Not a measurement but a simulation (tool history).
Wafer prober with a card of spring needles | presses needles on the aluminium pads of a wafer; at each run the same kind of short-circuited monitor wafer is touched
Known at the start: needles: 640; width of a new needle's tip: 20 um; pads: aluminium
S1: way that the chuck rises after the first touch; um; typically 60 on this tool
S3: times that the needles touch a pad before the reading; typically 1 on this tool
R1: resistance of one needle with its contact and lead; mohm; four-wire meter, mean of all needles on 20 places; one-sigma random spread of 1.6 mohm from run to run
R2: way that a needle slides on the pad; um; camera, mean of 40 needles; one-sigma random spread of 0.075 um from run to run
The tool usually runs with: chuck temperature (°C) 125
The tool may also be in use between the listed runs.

{"run": 1, "hour": 0.0, "S1": 60, "chuck temperature (°C)": 125, "S3": 1, "R1": 158, "R2": 14.41}
{"hour": 5.0, "done": "tips cleaned on abrasive film"}
{"hour": 17.9, "done": "tips cleaned on abrasive film"}
{"run": 2, "hour": 20.5, "S1": 60, "chuck temperature (°C)": 52, "S3": 1, "R1": 144, "R2": 14.52}
{"hour": 30.4, "done": "tips cleaned on abrasive film"}
{"run": 3, "hour": 38.3, "S1": 45, "chuck temperature (°C)": 125, "S3": 1, "R1": 168, "R2": 10.78}
{"hour": 43.5, "done": "tips cleaned on abrasive film"}
{"hour": 56.4, "done": "tips cleaned on abrasive film"}
{"run": 4, "hour": 56.9, "S1": 60, "chuck temperature (°C)": 125, "S3": 1, "R1": 155, "R2": 14.5}
{"hour": 69.1, "done": "tips cleaned on abrasive film"}
{"run": 5, "hour": 73.5, "S1": 60, "chuck temperature (°C)": 125, "S3": 1, "R1": 157, "R2": 14.39}
{"hour": 81.3, "done": "tips cleaned on abrasive film"}
{"run": 6, "hour": 93.1, "S1": 60, "chuck temperature (°C)": 125, "S3": 1, "R1": 158, "R2": 14.45}
{"hour": 94.2, "done": "tips cleaned on abrasive film"}
{"hour": 107.4, "done": "tips cleaned on abrasive film"}
{"run": 7, "hour": 110.7, "S1": 60, "chuck temperature (°C)": 125, "S3": 1, "R1": 161, "R2": 14.52}
{"hour": 120.1, "done": "tips cleaned on abrasive film"}
{"run": 8, "hour": 121.1, "S1": 60, "chuck temperature (°C)": 125, "S3": 1, "R1": 157, "R2": 14.43}
{"hour": 133.3, "done": "tips cleaned on abrasive film"}
{"run": 9, "hour": 135.0, "S1": 60, "chuck temperature (°C)": 125, "S3": 1, "R1": 159, "R2": 14.22}
{"hour": 145.7, "done": "tips cleaned on abrasive film"}
{"run": 10, "hour": 157.3, "S1": 60, "chuck temperature (°C)": 125, "S3": 1, "R1": 156, "R2": 14.45}
{"hour": 159.1, "done": "tips cleaned on abrasive film"}
{"hour": 171.2, "done": "tips cleaned on abrasive film"}
{"run": 11, "hour": 175.7, "S1": 60, "chuck temperature (°C)": 125, "S3": 1, "R1": 157, "R2": 14.57}
{"hour": 183.9, "done": "tips cleaned on abrasive film"}
{"hour": 196.2, "done": "tips cleaned on abrasive film"}
{"run": 12, "hour": 196.2, "S1": 60, "chuck temperature (°C)": 125, "S3": 1, "R1": 159, "R2": 14.45}
{"hour": 198.4, "done": "height of the first contact set anew"}
{"hour": 208.8, "done": "tips cleaned on abrasive film"}
{"run": 13, "hour": 209.3, "S1": 41, "chuck temperature (°C)": 125, "S3": 1, "R1": 175, "R2": 9.86}
{"hour": 221.4, "done": "tips cleaned on abrasive film"}
{"run": 14, "hour": 232.1, "S1": 41, "chuck temperature (°C)": 125, "S3": 1, "R1": 173, "R2": 9.95}
{"hour": 234.0, "done": "tips cleaned on abrasive film"}
{"hour": 246.9, "done": "tips cleaned on abrasive film"}
{"run": 15, "hour": 249.5, "S1": 60, "chuck temperature (°C)": 125, "S3": 1, "R1": 158, "R2": 14.46}
{"hour": 259.1, "done": "tips cleaned on abrasive film"}
{"run": 16, "hour": 259.1, "S1": 60, "chuck temperature (°C)": 125, "S3": 1, "R1": 155, "R2": 14.46}
{"hour": 272.1, "done": "tips cleaned on abrasive film"}
{"run": 17, "hour": 282.5, "S1": 57, "chuck temperature (°C)": 125, "S3": 1, "R1": 160, "R2": 13.79}
{"hour": 285.4, "done": "tips cleaned on abrasive film"}
{"hour": 298.2, "done": "tips cleaned on abrasive film"}
{"run": 18, "hour": 304.9, "S1": 44, "chuck temperature (°C)": 125, "S3": 1, "R1": 173, "R2": 10.64}
{"hour": 311.5, "done": "tips cleaned on abrasive film"}
{"run": 19, "hour": 320.2, "S1": 44, "chuck temperature (°C)": 125, "S3": 1, "R1": 173, "R2": 10.58}
{"hour": 323.7, "done": "tips cleaned on abrasive film"}
{"run": 20, "hour": 335.0, "S1": 60, "chuck temperature (°C)": 50, "S3": 3, "R1": 141, "R2": 14.57}
{"hour": 336.3, "done": "tips cleaned on abrasive film"}
{"hour": 348.9, "done": "tips cleaned on abrasive film"}
{"run": 21, "hour": 349.5, "S1": 60, "chuck temperature (°C)": 93, "S3": 1, "R1": 150, "R2": 14.46}
{"run": 22, "hour": 359.5, "S1": 45, "chuck temperature (°C)": 93, "S3": 1, "R1": 166, "R2": 10.8}
{"hour": 360.9, "done": "tips cleaned on abrasive film"}
{"hour": 373.3, "done": "tips cleaned on abrasive film"}
{"run": 23, "hour": 382.2, "S1": 55, "chuck temperature (°C)": 74, "S3": 1, "R1": 152, "R2": 13.28}
{"hour": 385.3, "done": "tips cleaned on abrasive film"}
{"hour": 397.9, "done": "tips cleaned on abrasive film"}
{"hour": 398.2, "done": "height of the first contact set anew"}
{"run": 24, "hour": 398.2, "S1": 57, "chuck temperature (°C)": 86, "S3": 1, "R1": 149, "R2": 13.79}
{"run": 25, "hour": 408.6, "S1": 75, "chuck temperature (°C)": 59, "S3": 2, "R1": 135, "R2": 18.06}
{"hour": 410.5, "done": "tips cleaned on abrasive film"}
{"hour": 423.0, "done": "tips cleaned on abrasive film"}
{"run": 26, "hour": 428.5, "S1": 41, "chuck temperature (°C)": 59, "S3": 2, "R1": 160, "R2": 9.93}
{"hour": 435.4, "done": "tips cleaned on abrasive film"}
{"hour": 448.0, "done": "tips cleaned on abrasive film"}
{"run": 27, "hour": 449.9, "S1": 62, "chuck temperature (°C)": 29, "S3": 3, "R1": 136, "R2": 14.84}
{"hour": 460.4, "done": "tips cleaned on abrasive film"}
{"run": 28, "hour": 462.8, "S1": 71, "chuck temperature (°C)": 118, "S3": 3, "R1": 148, "R2": 17.09}
{"hour": 474.5, "done": "tips cleaned on abrasive film"}
{"run": 29, "hour": 476.6, "S1": 71, "chuck temperature (°C)": 118, "S3": 3, "R1": 148, "R2": 17.22}
{"hour": 486.5, "done": "tips cleaned on abrasive film"}
{"run": 30, "hour": 486.8, "S1": 71, "chuck temperature (°C)": 118, "S3": 3, "R1": 148, "R2": 17.19}
{"hour": 498.9, "done": "tips cleaned on abrasive film"}
{"run": 31, "hour": 506.3, "S1": 62, "chuck temperature (°C)": 57, "S3": 2, "R1": 146, "R2": 14.92}

Forecast each of these 3 alternatives for the next run:
{"hour": 511.3, "done": "tips cleaned on abrasive film"}
{"run": "A", "hour": 519.7, "S1": 46, "chuck temperature (°C)": 29, "S3": 3, "R1": "?", "R2": "?"}
{"hour": 511.3, "done": "tips cleaned on abrasive film"}
{"run": "B", "hour": 519.7, "S1": 60, "chuck temperature (°C)": 125, "S3": 1, "R1": "?", "R2": "?"}
{"hour": 511.3, "done": "tips cleaned on abrasive film"}
{"run": "C", "hour": 519.7, "S1": 62, "chuck temperature (°C)": 57, "S3": 2, "R1": "?", "R2": "?"}

run=A R1=149 R2=11.19
run=B R1=160 R2=14.39
run=C R1=142 R2=15.01
Stripped of hidden state, with their random variation kept, the same runs would have yielded:
run=A R1=148 R2=11.2
run=B R1=159 R2=14.4
run=C R1=142 R2=15.01

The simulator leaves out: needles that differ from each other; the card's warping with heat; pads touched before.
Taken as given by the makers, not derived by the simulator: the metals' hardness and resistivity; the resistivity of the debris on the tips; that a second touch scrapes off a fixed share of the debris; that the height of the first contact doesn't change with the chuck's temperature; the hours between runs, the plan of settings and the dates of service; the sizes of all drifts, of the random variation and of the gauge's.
